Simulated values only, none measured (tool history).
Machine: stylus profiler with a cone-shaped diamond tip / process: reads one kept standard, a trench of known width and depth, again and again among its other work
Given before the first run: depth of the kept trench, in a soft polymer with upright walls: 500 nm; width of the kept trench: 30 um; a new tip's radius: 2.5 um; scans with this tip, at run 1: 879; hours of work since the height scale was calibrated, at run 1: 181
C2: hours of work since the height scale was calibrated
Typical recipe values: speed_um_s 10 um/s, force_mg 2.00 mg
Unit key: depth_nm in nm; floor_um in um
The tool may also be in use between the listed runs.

{"run": 1, "hour": 0.0, "speed_um_s": 10, "force_mg": 2.0, "scans with this tip": 879, "C2": 181, "depth_nm": 504.45, "floor_um": 26.79}
{"run": 2, "hour": 13.3, "speed_um_s": 10, "force_mg": 2.0, "scans with this tip": 927, "C2": 191, "depth_nm": 504.36, "floor_um": 26.77}
{"run": 3, "hour": 30.6, "speed_um_s": 10, "force_mg": 2.0, "scans with this tip": 988, "C2": 204, "depth_nm": 504.59, "floor_um": 26.77}
{"run": 4, "hour": 47.3, "speed_um_s": 9, "force_mg": 2.0, "scans with this tip": 1048, "C2": 216, "depth_nm": 504.37, "floor_um": 26.75}
{"run": 5, "hour": 58.7, "speed_um_s": 10, "force_mg": 1.14, "scans with this tip": 1089, "C2": 224, "depth_nm": 503.41, "floor_um": 26.7}
{"run": 6, "hour": 76.4, "speed_um_s": 10, "force_mg": 0.75, "scans with this tip": 1152, "C2": 238, "depth_nm": 502.51, "floor_um": 26.77}
{"run": 7, "hour": 91.6, "speed_um_s": 10, "force_mg": 0.75, "scans with this tip": 1206, "C2": 249, "depth_nm": 502.56, "floor_um": 26.73}
{"run": 8, "hour": 108.3, "speed_um_s": 33, "force_mg": 2.0, "scans with this tip": 1266, "C2": 261, "depth_nm": 504.5, "floor_um": 26.68}
{"run": 9, "hour": 118.6, "speed_um_s": 33, "force_mg": 2.0, "scans with this tip": 1303, "C2": 269, "depth_nm": 504.4, "floor_um": 26.65}
{"run": 10, "hour": 126.2, "speed_um_s": 10, "force_mg": 1.58, "scans with this tip": 1330, "C2": 274, "depth_nm": 503.83, "floor_um": 26.69}
{"run": 11, "hour": 142.4, "speed_um_s": 10, "force_mg": 5.62, "scans with this tip": 1388, "C2": 286, "depth_nm": 508.28, "floor_um": 26.66}
{"run": 12, "hour": 158.4, "speed_um_s": 10, "force_mg": 5.62, "scans with this tip": 1445, "C2": 298, "depth_nm": 508.39, "floor_um": 26.75}
{"run": 13, "hour": 165.7, "speed_um_s": 10, "force_mg": 2.41, "scans with this tip": 1471, "C2": 303, "depth_nm": 505.16, "floor_um": 26.71}
{"run": 14, "hour": 182.1, "speed_um_s": 10, "force_mg": 2.41, "scans with this tip": 1530, "C2": 315, "depth_nm": 505.17, "floor_um": 26.66}
{"run": 15, "hour": 190.1, "speed_um_s": 10, "force_mg": 2.41, "scans with this tip": 1558, "C2": 321, "depth_nm": 504.94, "floor_um": 26.7}
{"run": 16, "hour": 198.0, "speed_um_s": 10, "force_mg": 4.31, "scans with this tip": 1586, "C2": 327, "depth_nm": 507.17, "floor_um": 26.7}
{"run": 17, "hour": 210.1, "speed_um_s": 10, "force_mg": 1.02, "scans with this tip": 1630, "C2": 336, "depth_nm": 503.04, "floor_um": 26.68}
{"run": 18, "hour": 220.6, "speed_um_s": 10, "force_mg": 1.02, "scans with this tip": 1667, "C2": 344, "depth_nm": 503.06, "floor_um": 26.69}
{"run": 19, "hour": 238.3, "speed_um_s": 10, "force_mg": 1.02, "scans with this tip": 1731, "C2": 357, "depth_nm": 502.89, "floor_um": 26.63}
{"run": 20, "hour": 255.3, "speed_um_s": 10, "force_mg": 1.02, "scans with this tip": 1791, "C2": 369, "depth_nm": 503.11, "floor_um": 26.66}
{"run": 21, "hour": 272.4, "speed_um_s": 10, "force_mg": 1.02, "scans with this tip": 1852, "C2": 382, "depth_nm": 502.98, "floor_um": 26.7}
{"run": 22, "hour": 282.2, "speed_um_s": 10, "force_mg": 1.02, "scans with this tip": 1887, "C2": 389, "depth_nm": 503.05, "floor_um": 26.56}
{"run": 23, "hour": 298.9, "speed_um_s": 10, "force_mg": 5.19, "scans with this tip": 1947, "C2": 401, "depth_nm": 508.37, "floor_um": 26.63}
{"run": 24, "hour": 312.9, "speed_um_s": 4, "force_mg": 1.86, "scans with this tip": 1997, "C2": 412, "depth_nm": 504.27, "floor_um": 26.65}
{"run": 25, "hour": 330.0, "speed_um_s": 4, "force_mg": 1.86, "scans with this tip": 2058, "C2": 424, "depth_nm": 504.49, "floor_um": 26.63}
{"run": 26, "hour": 339.9, "speed_um_s": 28, "force_mg": 0.7, "scans with this tip": 2093, "C2": 432, "depth_nm": 502.56, "floor_um": 26.52}
{"run": 27, "hour": 349.2, "speed_um_s": 28, "force_mg": 0.7, "scans with this tip": 2127, "C2": 438, "depth_nm": 502.79, "floor_um": 26.54}
{"run": 28, "hour": 360.5, "speed_um_s": 28, "force_mg": 0.7, "scans with this tip": 2167, "C2": 447, "depth_nm": 502.61, "floor_um": 26.52}
{"run": 29, "hour": 370.6, "speed_um_s": 28, "force_mg": 0.7, "scans with this tip": 2203, "C2": 454, "depth_nm": 502.63, "floor_um": 26.51}
{"run": 30, "hour": 380.6, "speed_um_s": 28, "force_mg": 0.7, "scans with this tip": 2239, "C2": 461, "depth_nm": 502.56, "floor_um": 26.48}
{"run": 31, "hour": 397.5, "speed_um_s": 4, "force_mg": 0.76, "scans with this tip": 2299, "C2": 474, "depth_nm": 502.98, "floor_um": 26.6}
{"run": 32, "hour": 412.5, "speed_um_s": 21, "force_mg": 1.67, "scans with this tip": 2353, "C2": 485, "depth_nm": 504.16, "floor_um": 26.57}
{"run": 33, "hour": 421.0, "speed_um_s": 4, "force_mg": 0.68, "scans with this tip": 2383, "C2": 491, "depth_nm": 502.51, "floor_um": 26.61}
{"run": 34, "hour": 435.3, "speed_um_s": 4, "force_mg": 0.68, "scans with this tip": 2434, "C2": 502, "depth_nm": 502.55, "floor_um": 26.59}
{"run": 35, "hour": 452.6, "speed_um_s": 23, "force_mg": 5.67, "scans with this tip": 2496, "C2": 515, "depth_nm": 508.81, "floor_um": 26.59}
{"run": 36, "hour": 467.6, "speed_um_s": 14, "force_mg": 1.27, "scans with this tip": 2550, "C2": 526, "depth_nm": 503.63, "floor_um": 26.55}
{"run": 37, "hour": 485.5, "speed_um_s": 3, "force_mg": 5.6, "scans with this tip": 2613, "C2": 539, "depth_nm": 508.91, "floor_um": 26.59}
{"run": 38, "hour": 499.2, "speed_um_s": 7, "force_mg": 1.31, "scans with this tip": 2662, "C2": 549, "depth_nm": 503.86, "floor_um": 26.55}
{"run": 39, "hour": 512.1, "speed_um_s": 26, "force_mg": 0.67, "scans with this tip": 2709, "C2": 558, "depth_nm": 502.59, "floor_um": 26.45}
{"run": 40, "hour": 519.9, "speed_um_s": 26, "force_mg": 0.67, "scans with this tip": 2737, "C2": 564, "depth_nm": 502.64, "floor_um": 26.47}
{"run": 41, "hour": 534.1, "speed_um_s": 9, "force_mg": 2.43, "scans with this tip": 2787, "C2": 575, "depth_nm": 505.6, "floor_um": 26.52}
{"run": 42, "hour": 550.4, "speed_um_s": 12, "force_mg": 2.0, "scans with this tip": 2845, "C2": 587, "depth_nm": 504.64, "floor_um": 26.54}
{"run": 43, "hour": 564.1, "speed_um_s": 38, "force_mg": 0.72, "scans with this tip": 2895, "C2": 597, "depth_nm": 502.58, "floor_um": 26.38}
{"run": 44, "hour": 573.9, "speed_um_s": 38, "force_mg": 0.72, "scans with this tip": 2929, "C2": 604, "depth_nm": 502.98, "floor_um": 26.37}
{"run": 45, "hour": 583.5, "speed_um_s": 3, "force_mg": 2.0, "scans with this tip": 2964, "C2": 611, "depth_nm": 504.7, "floor_um": 26.53}
{"run": 46, "hour": 591.0, "speed_um_s": 10, "force_mg": 4.8, "scans with this tip": 2991, "C2": 616, "depth_nm": 508.08, "floor_um": 26.48}

Here are 5 independent what-if runs from the current tool condition. What would each one return?
{"run": "A", "hour": 602.8, "speed_um_s": 18, "force_mg": 2.07, "scans with this tip": 3033, "C2": 625, "depth_nm": "?", "floor_um": "?"}
{"run": "B", "hour": 602.8, "speed_um_s": 2, "force_mg": 2.0, "scans with this tip": 3033, "C2": 625, "depth_nm": "?", "floor_um": "?"}
{"run": "C", "hour": 602.8, "speed_um_s": 10, "force_mg": 1.98, "scans with this tip": 3033, "C2": 625, "depth_nm": "?", "floor_um": "?"}
{"run": "D", "hour": 602.8, "speed_um_s": 6, "force_mg": 4.38, "scans with this tip": 3033, "C2": 625, "depth_nm": "?", "floor_um": "?"}
{"run": "E", "hour": 602.8, "speed_um_s": 13, "force_mg": 4.64, "scans with this tip": 3033, "C2": 625, "depth_nm": "?", "floor_um": "?"}

run=A depth_nm=504.80 floor_um=26.47
run=B depth_nm=504.90 floor_um=26.57
run=C depth_nm=504.75 floor_um=26.52
run=D depth_nm=507.93 floor_um=26.58
run=E depth_nm=507.94 floor_um=26.49
Without the tool's hidden state the same runs would have given:
run=A depth_nm=503.93 floor_um=26.94
run=B depth_nm=504.04 floor_um=27.04
run=C depth_nm=503.88 floor_um=26.98
run=D depth_nm=507.06 floor_um=27.05
run=E depth_nm=507.06 floor_um=26.96

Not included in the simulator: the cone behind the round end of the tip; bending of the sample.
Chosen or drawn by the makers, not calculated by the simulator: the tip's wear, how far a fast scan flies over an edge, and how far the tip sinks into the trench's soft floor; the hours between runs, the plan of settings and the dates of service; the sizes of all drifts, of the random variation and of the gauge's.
